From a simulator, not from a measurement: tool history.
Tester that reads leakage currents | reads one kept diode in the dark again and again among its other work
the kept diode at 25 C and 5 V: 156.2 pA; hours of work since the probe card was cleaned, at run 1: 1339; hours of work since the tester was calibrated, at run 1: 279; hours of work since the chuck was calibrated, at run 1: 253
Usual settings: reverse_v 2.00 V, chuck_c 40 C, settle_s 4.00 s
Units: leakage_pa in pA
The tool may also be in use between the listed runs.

| run | hour | reverse_v | chuck_c | settle_s | hours of work since the probe card was cleaned | hours of work since the tester was calibrated | hours of work since the chuck was calibrated | leakage_pa |
|---|---|---|---|---|---|---|---|---|
| 1 | 0.0 | 2.00 | 40 | 4.00 | 1339 | 279 | 253 | 410.73 |
| 2 | 29.1 | 2.00 | 40 | 4.00 | 1351 | 291 | 265 | 407.45 |
| 3 | 59.8 | 2.00 | 40 | 4.00 | 1364 | 304 | 278 | 406.11 |
| 4 | 94.2 | 2.00 | 40 | 4.00 | 1379 | 319 | 292 | 407.73 |
| 5 | 130.4 | 2.00 | 40 | 4.00 | 1394 | 334 | 307 | 406.43 |
| 6 | 168.9 | 2.00 | 40 | 4.00 | 1410 | 350 | 323 | 405.18 |
| 7 | 188.4 | 3.35 | 40 | 4.00 | 1418 | 358 | 331 | 494.97 |
| 8 | 213.5 | 11.31 | 40 | 6.99 | 1428 | 368 | 342 | 806.32 |
| 9 | 241.8 | 11.31 | 33 | 2.27 | 1440 | 380 | 354 | 443.03 |
| 10 | 276.8 | 11.31 | 49 | 2.27 | 1454 | 394 | 368 | 1674.54 |
| 11 | 314.0 | 11.31 | 46 | 2.63 | 1470 | 410 | 384 | 1315.62 |
| 12 | 350.0 | 18.58 | 59 | 0.38 | 1485 | 425 | 399 | 4404.01 |

4 ways to go on from here, each from the tool as it stands after run 12. What would each give?
| A | 374.0 | 4.00 | 28 | 5.60 | 1495 | 435 | 409 | ? |
| B | 374.0 | 1.77 | 46 | 0.69 | 1495 | 435 | 409 | ? |
| C | 374.0 | 6.87 | 52 | 1.31 | 1495 | 435 | 409 | ? |
| D | 374.0 | 5.79 | 23 | 4.00 | 1495 | 435 | 409 | ? |

| run | leakage_pa |
|---|---|
| A | 187.45 |
| B | 630.87 |
| C | 1731.36 |
| D | 137.29 |
Without the tool's hidden state the same runs would have given:
| run | leakage_pa |
|---|---|
| A | 188.80 |
| B | 637.82 |
| C | 1749.23 |
| D | 137.56 |
